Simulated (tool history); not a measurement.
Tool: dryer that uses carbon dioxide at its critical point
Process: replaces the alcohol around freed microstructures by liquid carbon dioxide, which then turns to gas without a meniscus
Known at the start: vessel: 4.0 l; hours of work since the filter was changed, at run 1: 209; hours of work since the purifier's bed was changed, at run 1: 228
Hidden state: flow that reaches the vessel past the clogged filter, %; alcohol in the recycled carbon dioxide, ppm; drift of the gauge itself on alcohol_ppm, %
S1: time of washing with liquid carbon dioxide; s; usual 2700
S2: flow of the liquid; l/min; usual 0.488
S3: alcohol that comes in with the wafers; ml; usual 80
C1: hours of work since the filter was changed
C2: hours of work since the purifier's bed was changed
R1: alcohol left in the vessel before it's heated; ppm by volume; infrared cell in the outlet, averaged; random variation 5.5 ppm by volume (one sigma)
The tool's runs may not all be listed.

Run 1, hour 0.0: usual settings; C1 209; C2 228. Result: R1 242 ppm by volume.
Run 2, hour 15.0: usual settings but S3 85 ml; C1 216; C2 234. Result: R1 268 ppm by volume.
Run 3, hour 24.1: usual settings but S3 85 ml; C1 220; C2 239. Result: R1 270 ppm by volume.
Run 4, hour 37.9: usual settings; C1 226; C2 245. Result: R1 260 ppm by volume.
Run 5, hour 46.4: usual settings; C1 230; C2 249. Result: R1 258 ppm by volume.
Run 6, hour 62.0: usual settings; C1 237; C2 256. Result: R1 268 ppm by volume.
Run 7, hour 69.5: usual settings; C1 240; C2 259. Result: R1 270 ppm by volume.
Run 8, hour 83.3: usual settings; C1 246; C2 265. Result: R1 273 ppm by volume.
Run 9, hour 95.1: usual settings; C1 252; C2 271. Result: R1 273 ppm by volume.
Run 10, hour 110.4: usual settings but S3 68 ml; C1 259; C2 278. Result: R1 246 ppm by volume.
Run 11, hour 119.4: usual settings but S3 68 ml; C1 263; C2 282. Result: R1 235 ppm by volume.
Run 12, hour 133.8: usual settings but S2 0.395 l/min, S3 68 ml; C1 269; C2 288. Result: R1 525 ppm by volume.
Run 13, hour 148.0: usual settings but S2 0.395 l/min, S3 68 ml; C1 276; C2 295. Result: R1 519 ppm by volume.
Run 14, hour 163.0: usual settings but S1 2460 s, S2 0.526 l/min, S3 44 ml; C1 283; C2 301. Result: R1 191 ppm by volume.
Run 15, hour 178.3: usual settings but S3 28 ml; C1 289; C2 308. Result: R1 143 ppm by volume.
Run 16, hour 188.3: usual settings but S1 2340 s, S2 0.418 l/min, S3 28 ml; C1 294; C2 313. Result: R1 330 ppm by volume.
Run 17, hour 199.8: usual settings but S1 3600 s, S2 0.785 l/min; C1 299; C2 318. Result: R1 62 ppm by volume.
Run 18, hour 212.1: usual settings but S2 0.641 l/min; C1 305; C2 324. Result: R1 117 ppm by volume.
Run 19, hour 228.3: usual settings but S1 3900 s, S2 0.408 l/min; C1 312; C2 331. Result: R1 159 ppm by volume.
Run 20, hour 243.4: usual settings but S1 3540 s, S2 0.423 l/min, S3 88 ml; C1 319; C2 338. Result: R1 215 ppm by volume.
Run 21, hour 252.0: usual settings but S1 1620 s, S2 0.761 l/min, S3 41 ml; C1 323; C2 342. Result: R1 236 ppm by volume.
Run 22, hour 265.5: usual settings but S1 1620 s, S2 0.761 l/min, S3 41 ml; C1 329; C2 348. Result: R1 228 ppm by volume.
Run 23, hour 279.8: usual settings but S1 2280 s, S2 0.761 l/min, S3 38 ml; C1 335; C2 354. Result: R1 98 ppm by volume.
Run 24, hour 296.5: usual settings but S1 1620 s, S2 0.464 l/min, S3 42 ml; C1 343; C2 362. Result: R1 921 ppm by volume.
Run 25, hour 309.9: usual settings but S1 1620 s, S2 0.464 l/min, S3 42 ml; C1 349; C2 368. Result: R1 942 ppm by volume.

Measured less the same run without the tool's hidden state. The same run-to-run variation is in both; the gauge's scatter may not be:
run    R1
  1   +99
  2  +110
  3  +109
  4  +109
  5  +112
  6  +117
  7  +118
  8  +121
  9  +123
 10  +114
 11  +116
 12  +195
 13  +198
 14  +103
 15   +84
 16  +135
 17   +58
 18   +85
 19  +104
 20  +126
 21  +125
 22  +128
 23   +77
 24  +300
 25  +313

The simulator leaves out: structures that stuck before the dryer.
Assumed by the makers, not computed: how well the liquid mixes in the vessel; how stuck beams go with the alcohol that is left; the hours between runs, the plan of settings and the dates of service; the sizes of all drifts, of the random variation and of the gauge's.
